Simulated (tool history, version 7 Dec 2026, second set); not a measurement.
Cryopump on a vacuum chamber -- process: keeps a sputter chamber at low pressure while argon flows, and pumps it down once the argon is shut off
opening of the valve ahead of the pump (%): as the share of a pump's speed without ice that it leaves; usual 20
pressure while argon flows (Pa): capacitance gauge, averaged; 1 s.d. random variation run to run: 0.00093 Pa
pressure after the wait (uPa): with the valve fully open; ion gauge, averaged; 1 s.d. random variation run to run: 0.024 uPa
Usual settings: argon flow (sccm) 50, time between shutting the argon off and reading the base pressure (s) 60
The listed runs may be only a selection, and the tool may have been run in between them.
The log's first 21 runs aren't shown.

run,hour,argon flow (sccm),time between shutting the argon off and reading the base pressure (s),opening of the valve ahead of the pump (%),pressure while argon flows (Pa),pressure after the wait (uPa)
22,280.0,50,173,21,0.1910,1.06
23,291.6,50,173,21,0.1919,1.08
24,305.2,96,217,22,0.3532,1.05
25,323.7,96,261,21,0.3711,1.07
26,331.7,30,60,53,0.0476,1.63
27,339.6,30,60,53,0.0474,1.60
28,351.8,96,166,60,0.1365,1.18
29,361.7,96,166,60,0.1384,1.16
30,376.1,61,296,21,0.2356,1.12
31,386.3,60,214,15,0.3242,1.14
32,396.4,71,295,15,0.3833,1.10
33,406.8,23,60,16,0.1168,1.72

Below are 4 alternative next runs, each starting from the tool's condition after run 33. Predict each:
A,422.7,42,292,16,?,?
B,422.7,42,167,49,?,?
C,422.7,50,43,20,?,?
D,422.7,28,59,44,?,?

run,pressure while argon flows (Pa),pressure after the wait (uPa)
A,0.2133,1.12
B,0.0738,1.22
C,0.2050,1.96
D,0.0543,1.68
With no hidden state in the tool, these same runs would have given:
run,pressure while argon flows (Pa),pressure after the wait (uPa)
A,0.2067,0.30
B,0.0672,0.40
C,0.1971,1.14
D,0.0499,0.86
